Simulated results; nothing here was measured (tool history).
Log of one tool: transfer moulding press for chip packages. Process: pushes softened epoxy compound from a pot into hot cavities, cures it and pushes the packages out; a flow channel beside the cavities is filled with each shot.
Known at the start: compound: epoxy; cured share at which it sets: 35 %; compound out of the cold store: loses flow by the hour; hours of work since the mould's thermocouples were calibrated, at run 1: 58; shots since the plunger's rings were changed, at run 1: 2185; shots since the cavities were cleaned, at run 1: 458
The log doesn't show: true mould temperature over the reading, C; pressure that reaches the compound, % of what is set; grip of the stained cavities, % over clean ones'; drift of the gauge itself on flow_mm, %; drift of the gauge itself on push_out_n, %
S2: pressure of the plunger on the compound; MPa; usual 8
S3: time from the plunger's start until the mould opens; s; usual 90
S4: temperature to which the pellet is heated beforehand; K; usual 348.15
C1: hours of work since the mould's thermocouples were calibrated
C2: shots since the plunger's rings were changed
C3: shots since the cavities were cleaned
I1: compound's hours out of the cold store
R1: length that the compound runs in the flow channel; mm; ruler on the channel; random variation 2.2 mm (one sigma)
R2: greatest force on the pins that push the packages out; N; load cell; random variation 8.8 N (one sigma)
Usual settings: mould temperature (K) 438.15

{"run": 1, "hour": 0.0, "mould temperature (K)": 438.15, "S2": 8, "S3": 90, "S4": 348.15, "C1": 58, "C2": 2185, "C3": 458, "I1": 33.5, "R1": 530, "R2": 637}
{"hour": 5.4, "done": "cavities cleaned with cleaning compound and waxed"}
{"run": 2, "hour": 10.2, "mould temperature (K)": 438.15, "S2": 8, "S3": 90, "S4": 348.15, "C1": 64, "C2": 2310, "C3": 69, "I1": 32.8, "R1": 533, "R2": 458}
{"run": 3, "hour": 20.3, "mould temperature (K)": 438.15, "S2": 8, "S3": 90, "S4": 348.15, "C1": 72, "C2": 2457, "C3": 216, "I1": 23.7, "R1": 561, "R2": 574}
{"run": 4, "hour": 25.9, "mould temperature (K)": 438.15, "S2": 8, "S3": 90, "S4": 348.15, "C1": 77, "C2": 2539, "C3": 298, "I1": 30, "R1": 541, "R2": 609}
{"run": 5, "hour": 35.1, "mould temperature (K)": 438.15, "S2": 8, "S3": 90, "S4": 348.15, "C1": 84, "C2": 2671, "C3": 430, "I1": 31, "R1": 537, "R2": 635}
{"hour": 41.5, "done": "plunger's sealing rings changed"}
{"hour": 44.4, "done": "cavities cleaned with cleaning compound and waxed"}
{"run": 6, "hour": 46.5, "mould temperature (K)": 438.15, "S2": 8, "S3": 90, "S4": 348.15, "C1": 89, "C2": 51, "C3": 31, "I1": 40.5, "R1": 520, "R2": 423}
{"run": 7, "hour": 56.6, "mould temperature (K)": 438.15, "S2": 8, "S3": 90, "S4": 348.15, "C1": 97, "C2": 198, "C3": 178, "I1": 13.1, "R1": 617, "R2": 577}
{"run": 8, "hour": 62.1, "mould temperature (K)": 438.15, "S2": 8, "S3": 90, "S4": 348.15, "C1": 101, "C2": 278, "C3": 258, "I1": 36.4, "R1": 532, "R2": 592}
{"run": 9, "hour": 69.7, "mould temperature (K)": 438.15, "S2": 8, "S3": 90, "S4": 348.15, "C1": 107, "C2": 387, "C3": 367, "I1": 29.3, "R1": 555, "R2": 672}
{"run": 10, "hour": 74.9, "mould temperature (K)": 438.15, "S2": 8, "S3": 90, "S4": 348.15, "C1": 111, "C2": 463, "C3": 443, "I1": 34.9, "R1": 537, "R2": 658}
{"hour": 81.3, "done": "cavities cleaned with cleaning compound and waxed"}
{"run": 11, "hour": 84.0, "mould temperature (K)": 438.15, "S2": 8, "S3": 90, "S4": 348.15, "C1": 117, "C2": 573, "C3": 39, "I1": 16.3, "R1": 607, "R2": 442}
{"run": 12, "hour": 89.8, "mould temperature (K)": 438.15, "S2": 8, "S3": 90, "S4": 348.15, "C1": 121, "C2": 657, "C3": 123, "I1": 27.6, "R1": 565, "R2": 508}
{"run": 13, "hour": 96.7, "mould temperature (K)": 438.15, "S2": 8, "S3": 90, "S4": 348.15, "C1": 127, "C2": 757, "C3": 223, "I1": 45.3, "R1": 502, "R2": 537}
{"run": 14, "hour": 101.0, "mould temperature (K)": 438.15, "S2": 8, "S3": 90, "S4": 348.15, "C1": 130, "C2": 819, "C3": 285, "I1": 42.7, "R1": 514, "R2": 603}
{"run": 15, "hour": 110.9, "mould temperature (K)": 438.15, "S2": 8, "S3": 90, "S4": 348.15, "C1": 137, "C2": 962, "C3": 428, "I1": 31.1, "R1": 547, "R2": 671}
{"run": 16, "hour": 115.3, "mould temperature (K)": 441.15, "S2": 6.95, "S3": 102, "S4": 338.15, "C1": 141, "C2": 1027, "C3": 493, "I1": 14.9, "R1": 557, "R2": 602}
{"hour": 117.8, "done": "cavities cleaned with cleaning compound and waxed"}
{"run": 17, "hour": 122.2, "mould temperature (K)": 442.15, "S2": 6.67, "S3": 102, "S4": 338.15, "C1": 145, "C2": 1105, "C3": 64, "I1": 25.4, "R1": 508, "R2": 414}
{"run": 18, "hour": 128.1, "mould temperature (K)": 442.15, "S2": 6.78, "S3": 83, "S4": 338.15, "C1": 150, "C2": 1191, "C3": 150, "I1": 36.2, "R1": 475, "R2": 523}
{"run": 19, "hour": 135.6, "mould temperature (K)": 442.15, "S2": 6.78, "S3": 83, "S4": 338.15, "C1": 155, "C2": 1299, "C3": 258, "I1": 8.4, "R1": 568, "R2": 581}
{"run": 20, "hour": 140.4, "mould temperature (K)": 442.15, "S2": 6.78, "S3": 83, "S4": 338.15, "C1": 159, "C2": 1370, "C3": 329, "I1": 41.4, "R1": 458, "R2": 597}
{"run": 21, "hour": 146.6, "mould temperature (K)": 442.15, "S2": 6.78, "S3": 83, "S4": 338.15, "C1": 164, "C2": 1459, "C3": 418, "I1": 27.4, "R1": 502, "R2": 634}
{"run": 22, "hour": 151.4, "mould temperature (K)": 442.15, "S2": 6.78, "S3": 83, "S4": 338.15, "C1": 167, "C2": 1528, "C3": 487, "I1": 31.6, "R1": 489, "R2": 654}
{"hour": 154.5, "done": "cavities cleaned with cleaning compound and waxed"}
{"run": 23, "hour": 159.4, "mould temperature (K)": 438.15, "S2": 9.68, "S3": 90, "S4": 348.15, "C1": 172, "C2": 1623, "C3": 72, "I1": 35.5, "R1": 582, "R2": 467}
{"run": 24, "hour": 164.6, "mould temperature (K)": 438.15, "S2": 6.71, "S3": 90, "S4": 356.15, "C1": 176, "C2": 1699, "C3": 148, "I1": 46, "R1": 454, "R2": 497}
{"run": 25, "hour": 169.6, "mould temperature (K)": 437.15, "S2": 6.21, "S3": 87, "S4": 348.15, "C1": 180, "C2": 1771, "C3": 220, "I1": 20.5, "R1": 511, "R2": 631}
{"run": 26, "hour": 176.6, "mould temperature (K)": 437.15, "S2": 6.21, "S3": 87, "S4": 348.15, "C1": 186, "C2": 1872, "C3": 321, "I1": 42.5, "R1": 442, "R2": 632}
{"run": 27, "hour": 183.9, "mould temperature (K)": 437.15, "S2": 6.6, "S3": 90, "S4": 355.15, "C1": 191, "C2": 1978, "C3": 427, "I1": 25.6, "R1": 513, "R2": 682}
{"hour": 191.1, "done": "cavities cleaned with cleaning compound and waxed"}
{"run": 28, "hour": 195.1, "mould temperature (K)": 437.15, "S2": 6.6, "S3": 90, "S4": 355.15, "C1": 199, "C2": 2118, "C3": 57, "I1": 43.4, "R1": 454, "R2": 455}
{"run": 29, "hour": 203.7, "mould temperature (K)": 437.15, "S2": 6.6, "S3": 90, "S4": 355.15, "C1": 205, "C2": 2244, "C3": 183, "I1": 29.2, "R1": 495, "R2": 569}

Forecast each of these 4 alternatives for the next run:
{"run": "A", "hour": 209.0, "mould temperature (K)": 434.15, "S2": 8, "S3": 122, "S4": 348.15, "C1": 209, "C2": 2320, "C3": 259, "I1": 21.7, "R1": "?", "R2": "?"}
{"run": "B", "hour": 209.0, "mould temperature (K)": 442.15, "S2": 8.17, "S3": 90, "S4": 355.15, "C1": 209, "C2": 2320, "C3": 259, "I1": 17.2, "R1": "?", "R2": "?"}
{"run": "C", "hour": 209.0, "mould temperature (K)": 438.15, "S2": 7.97, "S3": 79, "S4": 357.15, "C1": 209, "C2": 2320, "C3": 259, "I1": 45.9, "R1": "?", "R2": "?"}
{"run": "D", "hour": 209.0, "mould temperature (K)": 438.15, "S2": 8.72, "S3": 101, "S4": 339.15, "C1": 209, "C2": 2320, "C3": 259, "I1": 43.7, "R1": "?", "R2": "?"}

run=A R1=583 R2=546
run=B R1=580 R2=551
run=C R1=486 R2=678
run=D R1=520 R2=550
Without the tool's hidden state the same runs would have given:
run=A R1=602 R2=364
run=B R1=599 R2=366
run=C R1=502 R2=446
run=D R1=537 R2=369

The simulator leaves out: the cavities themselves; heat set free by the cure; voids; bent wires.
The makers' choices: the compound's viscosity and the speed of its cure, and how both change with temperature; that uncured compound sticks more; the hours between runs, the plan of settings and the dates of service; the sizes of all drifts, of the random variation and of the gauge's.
